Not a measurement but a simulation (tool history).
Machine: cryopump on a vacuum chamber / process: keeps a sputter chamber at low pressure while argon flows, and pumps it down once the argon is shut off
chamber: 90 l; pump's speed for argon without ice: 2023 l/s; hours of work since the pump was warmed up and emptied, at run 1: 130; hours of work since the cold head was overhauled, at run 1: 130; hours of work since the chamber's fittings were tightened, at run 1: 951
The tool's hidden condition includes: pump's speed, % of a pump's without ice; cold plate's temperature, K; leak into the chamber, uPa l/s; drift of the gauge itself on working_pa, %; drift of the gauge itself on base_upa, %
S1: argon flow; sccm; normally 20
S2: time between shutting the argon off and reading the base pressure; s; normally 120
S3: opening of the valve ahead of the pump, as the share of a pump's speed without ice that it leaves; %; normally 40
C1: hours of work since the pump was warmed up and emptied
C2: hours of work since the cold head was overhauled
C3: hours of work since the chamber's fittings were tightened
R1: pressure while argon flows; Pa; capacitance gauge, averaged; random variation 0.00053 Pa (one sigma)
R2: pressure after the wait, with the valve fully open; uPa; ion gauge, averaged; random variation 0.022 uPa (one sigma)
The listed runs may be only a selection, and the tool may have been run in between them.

run,hour,S1,S2,S3,C1,C2,C3,R1,R2
1,0,20,120,40,130,130,951,0.0436,1.75
2,40.6,20,120,40,152,152,973,0.0433,1.79
3,66.3,20,68,40,166,166,987,0.0442,2.2
4,96.7,20,68,40,183,183,1004,0.0442,2.23
5,144.8,20,120,40,210,210,1031,0.0443,1.96
6,169.8,20,120,40,224,224,1045,0.0448,1.99
7,214.1,20,120,40,248,248,1069,0.0437,2.07
8,252.2,20,120,53,269,269,1090,0.0351,2.03
9,273.4,14,120,40,281,281,1102,0.0312,2.14
10,303.1,20,120,40,297,297,1118,0.0466,2.18
11,351.3,16,120,40,324,324,1145,0.0364,2.24
12,381.8,16,120,40,341,341,1162,0.0362,2.33
13,409.5,16,120,40,356,356,1177,0.0361,2.34
# hour 460.3: pump warmed up, emptied and cooled again
14,463.7,16,120,40,2,383,1204,0.0338,1.98
15,487.8,16,120,40,15,397,1218,0.0335,2.04
16,527.7,37,178,27,37,419,1240,0.1146,1.88
17,569.3,27,191,53,60,442,1263,0.0435,1.97
18,595.9,16,22,40,75,457,1277,0.0343,4.22
19,638.8,33,194,32,99,480,1301,0.0882,2.04
20,678.8,17,28,40,121,502,1323,0.0371,3.96
21,702.4,16,120,21,134,515,1336,0.0651,2.22
# hour 714.1: leaking fittings of the chamber tightened, without venting
22,740.3,16,120,22,154,535,15,0.0629,0.67
23,771.6,8,78,31,171,553,32,0.0229,0.92
24,808.2,20,165,17,191,573,52,0.1019,0.57
25,830.5,17,112,40,204,585,64,0.0379,0.8
26,873.8,26,36,40,227,609,88,0.0579,1.92
27,901.2,26,36,40,243,624,103,0.0589,1.94
28,933.4,26,36,24,260,642,121,0.095,2.02
29,971.7,26,36,24,282,663,142,0.0948,1.97

Here are 5 independent what-if runs from the current tool condition. What would each one return?
A,1004.3,20,239,40,300,681,160,?,?
B,1004.3,28,99,50,300,681,160,?,?
C,1004.3,10,36,36,300,681,160,?,?
D,1004.3,27,36,24,300,681,160,?,?
E,1004.3,28,56,46,300,681,160,?,?

run,R1,R2
A,0.046,0.65
B,0.0527,1.04
C,0.025,2.15
D,0.0999,2.01
E,0.0567,1.43
The same runs, with their run-to-run variation unchanged, on a tool lacking any hidden condition would have given:
run,R1,R2
A,0.0419,0.38
B,0.0469,0.76
C,0.0229,1.87
D,0.0943,1.74
E,0.0509,1.17

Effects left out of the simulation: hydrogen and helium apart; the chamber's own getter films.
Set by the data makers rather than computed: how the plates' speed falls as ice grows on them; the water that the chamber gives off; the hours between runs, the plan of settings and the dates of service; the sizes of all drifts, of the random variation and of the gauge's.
